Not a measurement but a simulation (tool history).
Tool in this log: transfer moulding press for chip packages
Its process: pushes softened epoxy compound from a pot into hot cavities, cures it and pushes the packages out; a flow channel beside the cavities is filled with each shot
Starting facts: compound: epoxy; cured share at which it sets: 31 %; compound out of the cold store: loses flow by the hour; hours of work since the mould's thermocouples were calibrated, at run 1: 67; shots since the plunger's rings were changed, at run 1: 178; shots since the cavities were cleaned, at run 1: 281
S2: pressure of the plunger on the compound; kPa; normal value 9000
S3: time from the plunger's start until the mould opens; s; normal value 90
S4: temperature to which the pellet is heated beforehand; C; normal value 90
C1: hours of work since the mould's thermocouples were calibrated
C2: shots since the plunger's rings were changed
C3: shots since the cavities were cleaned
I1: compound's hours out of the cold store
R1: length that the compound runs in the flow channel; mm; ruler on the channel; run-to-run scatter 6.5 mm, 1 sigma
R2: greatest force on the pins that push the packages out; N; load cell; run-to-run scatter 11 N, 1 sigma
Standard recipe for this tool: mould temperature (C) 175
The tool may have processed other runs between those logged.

{"run": 1, "hour": 0.0, "mould temperature (C)": 175, "S2": 9000, "S3": 90, "S4": 90, "C1": 67, "C2": 178, "C3": 281, "I1": 25.6, "R1": 776, "R2": 695}
{"run": 2, "hour": 9.4, "mould temperature (C)": 175, "S2": 9000, "S3": 90, "S4": 90, "C1": 73, "C2": 300, "C3": 403, "I1": 43, "R1": 733, "R2": 696}
{"hour": 11.4, "done": "cavities cleaned with cleaning compound and waxed"}
{"run": 3, "hour": 19.2, "mould temperature (C)": 175, "S2": 7160, "S3": 90, "S4": 90, "C1": 79, "C2": 407, "C3": 100, "I1": 25.6, "R1": 702, "R2": 634}
{"run": 4, "hour": 29.2, "mould temperature (C)": 175, "S2": 7160, "S3": 90, "S4": 90, "C1": 85, "C2": 537, "C3": 230, "I1": 38.2, "R1": 665, "R2": 651}
{"run": 5, "hour": 36.4, "mould temperature (C)": 175, "S2": 7160, "S3": 90, "S4": 90, "C1": 90, "C2": 631, "C3": 324, "I1": 19.8, "R1": 728, "R2": 727}
{"run": 6, "hour": 42.8, "mould temperature (C)": 175, "S2": 7160, "S3": 90, "S4": 90, "C1": 94, "C2": 713, "C3": 406, "I1": 28.4, "R1": 693, "R2": 741}
{"hour": 45.3, "done": "cavities cleaned with cleaning compound and waxed"}
{"run": 7, "hour": 51.5, "mould temperature (C)": 175, "S2": 7160, "S3": 90, "S4": 90, "C1": 99, "C2": 807, "C3": 81, "I1": 26.1, "R1": 687, "R2": 633}
{"run": 8, "hour": 62.9, "mould temperature (C)": 175, "S2": 7160, "S3": 90, "S4": 90, "C1": 106, "C2": 955, "C3": 229, "I1": 19.5, "R1": 709, "R2": 708}
{"run": 9, "hour": 76.0, "mould temperature (C)": 175, "S2": 7160, "S3": 90, "S4": 90, "C1": 114, "C2": 1125, "C3": 399, "I1": 30.8, "R1": 679, "R2": 721}
{"hour": 78.5, "done": "cavities cleaned with cleaning compound and waxed"}
{"run": 10, "hour": 91.5, "mould temperature (C)": 175, "S2": 7160, "S3": 90, "S4": 90, "C1": 124, "C2": 1306, "C3": 169, "I1": 38.6, "R1": 659, "R2": 657}
{"run": 11, "hour": 98.9, "mould temperature (C)": 175, "S2": 9000, "S3": 90, "S4": 90, "C1": 128, "C2": 1401, "C3": 264, "I1": 36, "R1": 731, "R2": 706}
{"hour": 112.1, "done": "cavities cleaned with cleaning compound and waxed"}
{"run": 12, "hour": 114.4, "mould temperature (C)": 175, "S2": 9000, "S3": 90, "S4": 90, "C1": 137, "C2": 1582, "C3": 29, "I1": 47.1, "R1": 709, "R2": 559}
{"run": 13, "hour": 121.2, "mould temperature (C)": 175, "S2": 9000, "S3": 90, "S4": 90, "C1": 142, "C2": 1671, "C3": 118, "I1": 25.7, "R1": 760, "R2": 664}
{"run": 14, "hour": 128.5, "mould temperature (C)": 175, "S2": 9000, "S3": 90, "S4": 90, "C1": 146, "C2": 1765, "C3": 212, "I1": 17.5, "R1": 783, "R2": 705}
{"run": 15, "hour": 142.1, "mould temperature (C)": 167, "S2": 9940, "S3": 89, "S4": 85, "C1": 155, "C2": 1942, "C3": 389, "I1": 13.2, "R1": 875, "R2": 1368}
{"hour": 145.9, "done": "cavities cleaned with cleaning compound and waxed"}
{"run": 16, "hour": 154.7, "mould temperature (C)": 167, "S2": 9940, "S3": 89, "S4": 85, "C1": 162, "C2": 2085, "C3": 114, "I1": 26.8, "R1": 820, "R2": 1130}
{"run": 17, "hour": 160.8, "mould temperature (C)": 167, "S2": 9940, "S3": 89, "S4": 85, "C1": 166, "C2": 2164, "C3": 193, "I1": 21.6, "R1": 841, "R2": 1251}
{"run": 18, "hour": 172.1, "mould temperature (C)": 183, "S2": 9360, "S3": 89, "S4": 85, "C1": 174, "C2": 2311, "C3": 340, "I1": 22.3, "R1": 779, "R2": 572}
{"hour": 180.0, "done": "cavities cleaned with cleaning compound and waxed"}
{"run": 19, "hour": 184.2, "mould temperature (C)": 169, "S2": 9000, "S3": 86, "S4": 83, "C1": 181, "C2": 2448, "C3": 55, "I1": 46.9, "R1": 705, "R2": 922}
{"run": 20, "hour": 191.6, "mould temperature (C)": 169, "S2": 9000, "S3": 86, "S4": 83, "C1": 185, "C2": 2544, "C3": 151, "I1": 34.2, "R1": 742, "R2": 1123}
{"run": 21, "hour": 202.0, "mould temperature (C)": 169, "S2": 9000, "S3": 86, "S4": 83, "C1": 192, "C2": 2678, "C3": 285, "I1": 29.5, "R1": 769, "R2": 1225}
{"hour": 213.6, "done": "cavities cleaned with cleaning compound and waxed"}
{"run": 22, "hour": 216.7, "mould temperature (C)": 169, "S2": 9000, "S3": 86, "S4": 83, "C1": 201, "C2": 2850, "C3": 40, "I1": 21.2, "R1": 795, "R2": 1064}
{"run": 23, "hour": 228.8, "mould temperature (C)": 173, "S2": 9000, "S3": 91, "S4": 90, "C1": 208, "C2": 3006, "C3": 196, "I1": 26.2, "R1": 761, "R2": 753}
{"run": 24, "hour": 238.0, "mould temperature (C)": 173, "S2": 9000, "S3": 91, "S4": 90, "C1": 214, "C2": 3126, "C3": 316, "I1": 29.2, "R1": 749, "R2": 821}
{"hour": 247.1, "done": "cavities cleaned with cleaning compound and waxed"}
{"run": 25, "hour": 248.0, "mould temperature (C)": 175, "S2": 9000, "S3": 90, "S4": 84, "C1": 220, "C2": 3236, "C3": 13, "I1": 36.7, "R1": 714, "R2": 566}
{"run": 26, "hour": 259.7, "mould temperature (C)": 175, "S2": 9000, "S3": 90, "S4": 84, "C1": 227, "C2": 3387, "C3": 164, "I1": 12.1, "R1": 813, "R2": 720}
{"run": 27, "hour": 269.2, "mould temperature (C)": 168, "S2": 10690, "S3": 129, "S4": 90, "C1": 234, "C2": 3510, "C3": 287, "I1": 42.3, "R1": 769, "R2": 572}
{"run": 28, "hour": 275.9, "mould temperature (C)": 175, "S2": 9000, "S3": 90, "S4": 85, "C1": 238, "C2": 3597, "C3": 374, "I1": 30.7, "R1": 733, "R2": 771}

Below are 3 alternative next runs, each starting from the tool's condition after run 28. Predict each:
{"hour": 280.7, "done": "cavities cleaned with cleaning compound and waxed"}
{"run": "A", "hour": 287.5, "mould temperature (C)": 175, "S2": 8470, "S3": 81, "S4": 85, "C1": 244, "C2": 3727, "C3": 88, "I1": 26.5, "R1": "?", "R2": "?"}
{"hour": 280.7, "done": "cavities cleaned with cleaning compound and waxed"}
{"run": "B", "hour": 287.5, "mould temperature (C)": 180, "S2": 9450, "S3": 90, "S4": 88, "C1": 244, "C2": 3727, "C3": 88, "I1": 46.8, "R1": "?", "R2": "?"}
{"hour": 280.7, "done": "cavities cleaned with cleaning compound and waxed"}
{"run": "C", "hour": 287.5, "mould temperature (C)": 175, "S2": 9750, "S3": 109, "S4": 83, "C1": 244, "C2": 3727, "C3": 88, "I1": 9.6, "R1": "?", "R2": "?"}

run=A R1=726 R2=788
run=B R1=696 R2=499
run=C R1=827 R2=500
With the hidden condition removed and each run's random variation left untouched, the same runs would have given:
run=A R1=775 R2=671
run=B R1=743 R2=436
run=C R1=882 R2=436
